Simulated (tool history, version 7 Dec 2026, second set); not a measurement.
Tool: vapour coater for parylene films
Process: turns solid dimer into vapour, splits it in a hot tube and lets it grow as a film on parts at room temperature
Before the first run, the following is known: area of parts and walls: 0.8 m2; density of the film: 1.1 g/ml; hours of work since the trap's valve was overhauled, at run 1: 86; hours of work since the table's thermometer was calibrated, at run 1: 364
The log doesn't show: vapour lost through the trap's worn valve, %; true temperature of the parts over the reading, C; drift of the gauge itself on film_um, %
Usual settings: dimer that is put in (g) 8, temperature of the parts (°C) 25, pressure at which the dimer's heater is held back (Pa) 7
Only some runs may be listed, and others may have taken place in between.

run	day	dimer that is put in (g)	temperature of the parts (°C)	pressure at which the dimer's heater is held back (Pa)	hours of work since the trap's valve was overhauled	hours of work since the table's thermometer was calibrated	thickness of the film (nm)
1	0	8	25	7	86	364	5430
2	0.946	8	25	7	96	375	5400
3	1.825	8	25	7	106	385	5430
4	2.554	8	25	7	114	393	5240
5	3.508	8	25	7	125	404	5410
6	4.308	8	25	7	134	413	5470
7	4.883	8	25	7	140	419	5310
8	5.362	8	25	7	145	424	5370
9	6.125	8	25	4.74	154	433	5580
10	6.704	8	25	4.74	160	439	5600
11	7.35	8	25	4.74	168	446	5580
12	7.942	8	25	4.74	174	453	5550
13	8.925	8	25	7	185	464	5310
14	9.854	8	25	7	195	474	5270
15	10.871	8	21	7	207	486	5620
16	11.692	4	25	7	216	495	2640
17	12.758	4	25	7	228	507	2600
18	13.85	4	25	7	240	519	2590
19	14.788	8	25	7	251	529	5230
20	15.558	8	25	7	259	538	5240
21	16.642	8	25	6.76	271	550	5270
22	17.271	8	22	7	278	557	5420
23	18.046	8	22	7	287	566	5460
24	18.604	8	22	7	293	572	5400
25	19.492	8	36	9.65	303	582	4270
26	20.05	8	36	9.65	309	588	4200
27	20.725	5	31	11.46	317	596	2800
28	21.254	5	33	11.43	323	602	2670
# day 21.846: trap's valve overhauled
29	21.979	5	35	7	2	608	2930
30	22.529	5	35	7	8	614	2970
31	23.042	8	25	7.67	13	620	5530
32	24.146	8	25	7.67	26	632	5490
33	25.188	8	29	10.46	37	644	4910
34	25.979	9	29	10.46	46	653	5510
35	26.729	9	29	10.46	55	661	5540
36	27.821	8	22	2.26	67	673	6610
37	28.383	8	21	3.71	73	679	6300
38	29.35	3	18	7	84	690	2320
39	29.942	3	18	7	90	697	2240
40	30.783	4	25	2.06	100	706	3200
41	31.762	4	25	2.06	111	717	3060
42	32.846	4	25	2.06	123	729	3150
43	33.404	4	25	2.06	129	735	3130
44	34.379	4	25	2.06	140	746	3100
45	35.242	4	33	8.59	150	756	2340
46	36.2	6	25	6.67	160	767	4010
47	36.712	8	33	7	166	772	4810

For some of the steps in thickness of the film (nm) from one run to the next: how much would appear even if the tool had no hidden state, given the settings, what came in and random variation, and how much remains for the hidden state plus any gauge scatter that the measured result and the result without hidden state don't share?
Run 15 -> 16: dimer that is put in (g) 8 -> 4, temperature of the parts (°C) 21 -> 25. thickness of the film (nm) -2980: hidden state +120, all else -3100.
Run 18 -> 19: dimer that is put in (g) 4 -> 8. thickness of the film (nm) +2640: hidden state -150, all else +2790.
Run 28 -> 29: temperature of the parts (°C) 33 -> 35, pressure at which the dimer's heater is held back (Pa) 11.43 -> 7, trap's valve overhauled. thickness of the film (nm) +260: hidden state +210, all else +50.
Run 37 -> 38: dimer that is put in (g) 8 -> 3, temperature of the parts (°C) 21 -> 18, pressure at which the dimer's heater is held back (Pa) 3.71 -> 7. thickness of the film (nm) -3980: hidden state +50, all else -4030.

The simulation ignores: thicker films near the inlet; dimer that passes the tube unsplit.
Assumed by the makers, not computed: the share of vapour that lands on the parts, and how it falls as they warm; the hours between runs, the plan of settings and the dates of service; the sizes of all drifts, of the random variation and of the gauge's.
